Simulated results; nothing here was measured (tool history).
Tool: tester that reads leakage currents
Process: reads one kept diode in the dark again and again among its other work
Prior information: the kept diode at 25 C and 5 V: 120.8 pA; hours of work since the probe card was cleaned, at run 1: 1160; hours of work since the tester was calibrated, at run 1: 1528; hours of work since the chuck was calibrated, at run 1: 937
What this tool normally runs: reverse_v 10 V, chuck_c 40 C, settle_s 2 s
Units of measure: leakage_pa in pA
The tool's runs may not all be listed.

run    hour  reverse_v  chuck_c  settle_s  hours of work since the probe card was cleaned  hours of work since the tester was calibrated  hours of work since the chuck was calibrated  leakage_pa
  1       0         10       40         2                                            1160                                           1528                                           937      462.18
  2      71         10       40         2                                            1207                                           1575                                           983      463.94
  3   127.3         10       40         2                                            1244                                           1612                                          1020      461.85
  4   199.2         10       40         2                                            1291                                           1659                                          1068      458.99
  5   324.4        1.2       40         2                                            1374                                           1742                                          1150      190.93
  6   422.6         10       25         2                                            1438                                           1807                                          1215      171.39
  7     523         10       25         2                                            1504                                           1873                                          1281      171.62
  8   577.9         10       25         2                                            1541                                           1909                                          1317      172.19
  9   646.7          2       21         2                                            1586                                           1954                                          1363       62.98
 10   723.5          2       21         2                                            1637                                           2005                                          1413        63.3
      736.4  -- chuck's temperature calibrated
 11     828          2       21         2                                            1704                                           2072                                            60       61.95
 12   913.8        1.2       42      0.91                                            1761                                           2129                                           117      212.06
 13  1006.3         13       40      3.52                                            1822                                           2190                                           178      504.77
     1049.2  -- chuck's temperature calibrated, once more
 14  1084.3         13       24      1.84                                            1872                                           2240                                            23      191.23
 15  1181.3          7       40         2                                            1936                                           2304                                            87      407.32

Branching from run 15: 5 alternative next runs. What would each branch give?
  A  1239       11.5       40      8.45                                            1974                                           2342                                           125           ?
  B  1239         10       32      3.93                                            1974                                           2342                                           125           ?
  C  1239        3.6       28      2.66                                            1974                                           2342                                           125           ?
  D  1239        2.2       40      1.09                                            1974                                           2342                                           125           ?
  E  1239          7       26         2                                            1974                                           2342                                           125           ?

run  leakage_pa
  A       502.7
  B      283.33
  C      137.42
  D      250.45
  E      161.24
Without the tool's unlogged condition, the same runs would have read:
run  leakage_pa
  A      484.85
  B      266.52
  C      131.73
  D      248.35
  E       149.3

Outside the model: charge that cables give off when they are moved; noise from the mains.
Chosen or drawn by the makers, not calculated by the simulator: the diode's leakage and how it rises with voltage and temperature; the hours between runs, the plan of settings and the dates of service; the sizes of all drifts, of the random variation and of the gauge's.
